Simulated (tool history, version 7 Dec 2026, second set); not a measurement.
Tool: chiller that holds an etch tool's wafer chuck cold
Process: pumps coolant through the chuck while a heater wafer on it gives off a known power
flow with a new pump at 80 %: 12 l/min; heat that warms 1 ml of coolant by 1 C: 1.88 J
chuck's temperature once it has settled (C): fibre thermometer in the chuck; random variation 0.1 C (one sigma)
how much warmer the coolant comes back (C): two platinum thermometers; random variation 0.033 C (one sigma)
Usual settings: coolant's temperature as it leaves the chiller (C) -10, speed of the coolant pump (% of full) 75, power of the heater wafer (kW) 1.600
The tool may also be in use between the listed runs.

run,day,coolant's temperature as it leaves the chiller (C),speed of the coolant pump (% of full),power of the heater wafer (kW),chuck's temperature once it has settled (C),how much warmer the coolant comes back (C)
1,0.000,-10,75,1.600,7.8,4.64
2,1.121,-10,75,1.600,7.9,4.61
3,2.279,-10,75,1.600,7.9,4.70
4,3.483,-10,75,0.917,0.5,2.70
5,4.804,-10,75,1.600,8.1,4.65
6,6.325,-10,75,1.600,8.0,4.59
7,7.488,-10,75,1.600,8.1,4.71
8,9.638,-10,75,1.600,8.2,4.65
9,11.529,-10,75,1.600,8.3,4.66
10,12.621,-10,75,1.600,8.2,4.60
11,13.667,-10,75,1.600,8.1,4.61
# day 14.696: chiller's thermometer calibrated
12,14.896,-1,75,1.600,16.8,4.64
13,17.071,-1,75,1.600,16.6,4.60
14,18.096,-6,75,1.600,11.8,4.66
15,19.400,-6,64,1.600,14.0,5.47
16,21.008,-6,64,1.600,14.1,5.43
17,23.196,-6,64,1.600,14.2,5.52
18,24.342,-6,64,1.600,14.1,5.47
19,26.221,-6,64,1.600,14.2,5.49
20,28.225,-6,72,1.323,9.4,4.05

Run 21 comes next. What will it give?
21,29.946,-16,75,1.018,?,?

chuck's temperature once it has settled (C): -4.5
how much warmer the coolant comes back (C): 3.00
Without the tool's hidden state the same run would have given chuck's temperature once it has settled (C) -5.6, how much warmer the coolant comes back (C) 2.91.
